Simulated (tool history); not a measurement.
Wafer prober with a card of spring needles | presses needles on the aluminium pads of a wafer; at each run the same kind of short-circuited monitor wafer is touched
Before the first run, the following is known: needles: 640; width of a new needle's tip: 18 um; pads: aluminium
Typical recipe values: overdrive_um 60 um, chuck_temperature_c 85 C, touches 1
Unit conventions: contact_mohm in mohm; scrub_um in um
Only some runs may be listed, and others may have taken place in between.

Run 1, day 0.000: usual settings. Result: contact_mohm 406 mohm, scrub_um 13.20 um.
At day 0.154: tips cleaned on abrasive film.
Run 2, day 0.454: usual settings. Result: contact_mohm 406 mohm, scrub_um 13.21 um.
At day 0.633: tips cleaned on abrasive film.
At day 1.088: tips cleaned on abrasive film.
Run 3, day 1.158: usual settings but chuck_temperature_c 83 C. Result: contact_mohm 349 mohm, scrub_um 13.12 um.
At day 1.600: tips cleaned on abrasive film.
Run 4, day 1.921: usual settings but chuck_temperature_c 83 C. Result: contact_mohm 409 mohm, scrub_um 13.18 um.
At day 2.071: tips cleaned on abrasive film.
Run 5, day 2.308: usual settings but overdrive_um 46 um, chuck_temperature_c 83 C. Result: contact_mohm 502 mohm, scrub_um 10.05 um.
At day 2.546: tips cleaned on abrasive film.
Run 6, day 2.771: usual settings but overdrive_um 43 um, chuck_temperature_c 83 C. Result: contact_mohm 515 mohm, scrub_um 9.20 um.
At day 3.008: tips cleaned on abrasive film.
At day 3.479: tips cleaned on abrasive film.
Run 7, day 3.596: usual settings but overdrive_um 43 um, chuck_temperature_c 83 C. Result: contact_mohm 483 mohm, scrub_um 9.39 um.
At day 3.979: tips cleaned on abrasive film.
Run 8, day 4.221: usual settings. Result: contact_mohm 399 mohm, scrub_um 13.04 um.
At day 4.467: tips cleaned on abrasive film.
At day 4.958: tips cleaned on abrasive film.
Run 9, day 5.100: usual settings but overdrive_um 67 um. Result: contact_mohm 369 mohm, scrub_um 14.51 um.
At day 5.438: tips cleaned on abrasive film.
Run 10, day 5.554: usual settings but overdrive_um 67 um. Result: contact_mohm 359 mohm, scrub_um 14.51 um.
At day 5.908: tips cleaned on abrasive film.
Run 11, day 6.092: usual settings. Result: contact_mohm 397 mohm, scrub_um 13.07 um.
At day 6.375: tips cleaned on abrasive film.
At day 6.883: tips cleaned on abrasive film.
Run 12, day 6.925: usual settings. Result: contact_mohm 331 mohm, scrub_um 12.91 um.
At day 7.342: tips cleaned on abrasive film.
Run 13, day 7.488: usual settings but overdrive_um 73 um. Result: contact_mohm 355 mohm, scrub_um 15.73 um.
At day 7.825: tips cleaned on abrasive film.
Run 14, day 8.250: usual settings but overdrive_um 73 um. Result: contact_mohm 378 mohm, scrub_um 15.74 um.
At day 8.329: tips cleaned on abrasive film.
At day 8.812: tips cleaned on abrasive film.
Run 15, day 8.917: usual settings but overdrive_um 63 um, chuck_temperature_c 38 C, touches 3. Result: contact_mohm 294 mohm, scrub_um 13.53 um.
At day 9.308: tips cleaned on abrasive film.
Run 16, day 9.617: usual settings but overdrive_um 63 um, chuck_temperature_c 38 C, touches 3. Result: contact_mohm 306 mohm, scrub_um 13.48 um.
At day 9.800: tips cleaned on abrasive film.
Run 17, day 10.146: usual settings but overdrive_um 63 um, chuck_temperature_c 38 C, touches 3. Result: contact_mohm 308 mohm, scrub_um 13.40 um.
At day 10.262: tips cleaned on abrasive film.
Run 18, day 10.575: usual settings but overdrive_um 63 um, chuck_temperature_c 38 C, touches 3. Result: contact_mohm 315 mohm, scrub_um 13.40 um.
At day 10.746: tips cleaned on abrasive film.
At day 11.217: tips cleaned on abrasive film.
Run 19, day 11.238: usual settings but overdrive_um 68 um, chuck_temperature_c 38 C, touches 2. Result: contact_mohm 274 mohm, scrub_um 14.54 um.
At day 11.662: tips cleaned on abrasive film.
Run 20, day 11.662: usual settings but overdrive_um 68 um, chuck_temperature_c 26 C, touches 2. Result: contact_mohm 259 mohm, scrub_um 14.48 um.
At day 12.129: tips cleaned on abrasive film.
Run 21, day 12.188: usual settings but overdrive_um 47 um. Result: contact_mohm 404 mohm, scrub_um 9.81 um.
At day 12.575: tips cleaned on abrasive film.
Run 22, day 12.988: usual settings but overdrive_um 47 um. Result: contact_mohm 536 mohm, scrub_um 9.73 um.
At day 13.050: tips cleaned on abrasive film.
At day 13.062: height of the first contact set anew.
At day 13.504: tips cleaned on abrasive film.
Run 23, day 13.662: usual settings but overdrive_um 42 um, chuck_temperature_c 95 C, touches 2. Result: contact_mohm 415 mohm, scrub_um 9.31 um.
At day 14.008: tips cleaned on abrasive film.
Run 24, day 14.221: usual settings but overdrive_um 42 um, chuck_temperature_c 95 C, touches 2. Result: contact_mohm 436 mohm, scrub_um 9.32 um.
At day 14.471: tips cleaned on abrasive film.
At day 14.950: tips cleaned on abrasive film.
Run 25, day 15.096: usual settings but overdrive_um 66 um, chuck_temperature_c 80 C, touches 3. Result: contact_mohm 310 mohm, scrub_um 14.54 um.

Subtracting, for every run, the result it would have given without the tool's unlogged condition from the measured result gives the following. The same run-to-run variation enters both numbers; the gauge's scatter may not:
The hidden state here: debris on the tips, nm; way that the needles fall short of the set height, um; tips' diameter, um; drift of the gauge itself on contact_mohm, %; drift of the gauge itself on scrub_um, %.
run  contact_mohm  scrub_um
  1          +133     -0.07
  2          +134     -0.10
  3           +82     -0.14
  4          +138     -0.17
  5          +222     -0.19
  6          +239     -0.20
  7          +201     -0.25
  8          +130     -0.27
  9           +99     -0.31
 10           +90     -0.33
 11          +125     -0.36
 12           +59     -0.40
 13           +88     -0.43
 14          +107     -0.45
 15           +37     -0.49
 16           +54     -0.51
 17           +54     -0.53
 18           +55     -0.55
 19           +19     -0.61
 20            +5     -0.62
 21          +124     -0.65
 22          +259     -0.67
 23          +134     -0.03
 24          +154     -0.05
 25           +38     -0.09
